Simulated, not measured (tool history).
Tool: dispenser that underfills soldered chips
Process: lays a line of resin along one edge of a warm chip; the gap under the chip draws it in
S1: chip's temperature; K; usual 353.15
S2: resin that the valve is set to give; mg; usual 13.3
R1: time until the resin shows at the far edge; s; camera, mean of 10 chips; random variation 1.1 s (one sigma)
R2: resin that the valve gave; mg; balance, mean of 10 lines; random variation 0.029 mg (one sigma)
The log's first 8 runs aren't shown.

run   hour      S1    S2     R1     R2
      87.9  -- new syringe of resin
  9   95.5  350.15  12.8  163.6  12.47
      98.0  -- new syringe of resin
 10  105.8  348.15  13.3  172.3  12.96
     107.5  -- new syringe of resin
 11  115.6  354.15  13.3  142.1  12.87
     117.3  -- new syringe of resin
     126.5  -- new syringe of resin
 12  126.6  345.15  13.3  141.3  12.79
     136.3  -- new syringe of resin
 13  138.5  345.15  13.3  157.3  12.81
     146.5  -- new syringe of resin
 14  151.0  345.15  13.3  170.1  12.79
     152.8  -- dispensing valve cleaned and set on the balance
     157.8  -- new syringe of resin
 15  162.0  367.15  13.3   68.9  13.23
     167.2  -- new syringe of resin
     176.9  -- new syringe of resin
 16  176.9  353.15  13.3   97.5  13.19
     186.6  -- new syringe of resin
 17  190.0  353.15  13.3  112.8  13.17
     196.3  -- new syringe of resin
 18  205.0  343.15  11.8  225.7  11.60
     206.3  -- new syringe of resin
     215.5  -- new syringe of resin
 19  215.9  343.15  11.8  155.4  11.55
     225.3  -- new syringe of resin
 20  228.1  347.15  16.2  141.7  15.83
     234.6  -- new syringe of resin
 21  234.6  364.15  15.3   63.3  14.89
 22  242.2  364.15  15.2   87.7  14.81

The next listed run, before its measurement:
     244.5  -- new syringe of resin
     254.7  -- new syringe of resin
 23  257.0  364.15  15.2   ?   ?

Run 23 gave R1 68.7 s, R2 14.70 mg.
Without the tool's hidden state the same run would have given R1 66.9 s, R2 15.18 mg.
